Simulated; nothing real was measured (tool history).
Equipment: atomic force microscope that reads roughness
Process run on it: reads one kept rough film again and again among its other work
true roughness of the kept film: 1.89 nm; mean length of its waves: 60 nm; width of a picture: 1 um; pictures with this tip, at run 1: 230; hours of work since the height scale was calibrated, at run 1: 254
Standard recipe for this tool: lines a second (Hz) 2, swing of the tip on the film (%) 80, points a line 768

run   hour  lines a second (Hz)  swing of the tip on the film (%)  points a line  pictures with this tip  hours of work since the height scale was calibrated  roughness of the kept film (nm (root mean square))
  1      0                    2                                80            768                     230                                                  254                                               1.712
  2    4.8                    2                                80            978                     238                                                  257                                               1.741
  3   10.3                    2                                80            978                     247                                                  261                                               1.737
  4   21.1                    2                                67            768                     264                                                  268                                               1.772
  5   26.3                    2                                68            768                     272                                                  271                                               1.752
  6   33.2                    2                                68            768                     283                                                  276                                               1.763
  7   44.2                    2                                68            768                     300                                                  284                                                1.77
  8   49.7                    2                                80            768                     309                                                  287                                               1.711
  9   57.3                    2                                80            768                     321                                                  292                                               1.717
 10   67.2                    2                                80            768                     336                                                  299                                               1.709
 11   73.4                 1.93                                87            768                     346                                                  303                                               1.686
 12   78.1                    2                                57            689                     353                                                  307                                               1.772
 13   89.1                    2                                57            689                     371                                                  314                                               1.762
 14  100.2                    2                                80            271                     388                                                  322                                               1.696
     104.1  -- new tip fitted
 15  107.8                 0.51                                73            559                       5                                                  326                                               1.845
 16  118.1                 0.52                                73            539                      22                                                  333                                               1.841
 17  123.7                 2.34                                82            768                      30                                                  337                                               1.718
 18  130.4                 2.34                                82            768                      41                                                  342                                               1.744

How the hidden state differs across the entries between the runs, from the last listed run before each to the first after it:
Run 14 -> run 15: new tip fitted (hour 104.1)
  radius of the tip, nm: 23.8 -> 5.6; height scale over the true one, %: -0.39 -> -0.4
  measured less the result without the state, roughness of the kept film (nm (root mean square)): -0.072 -> -0.009
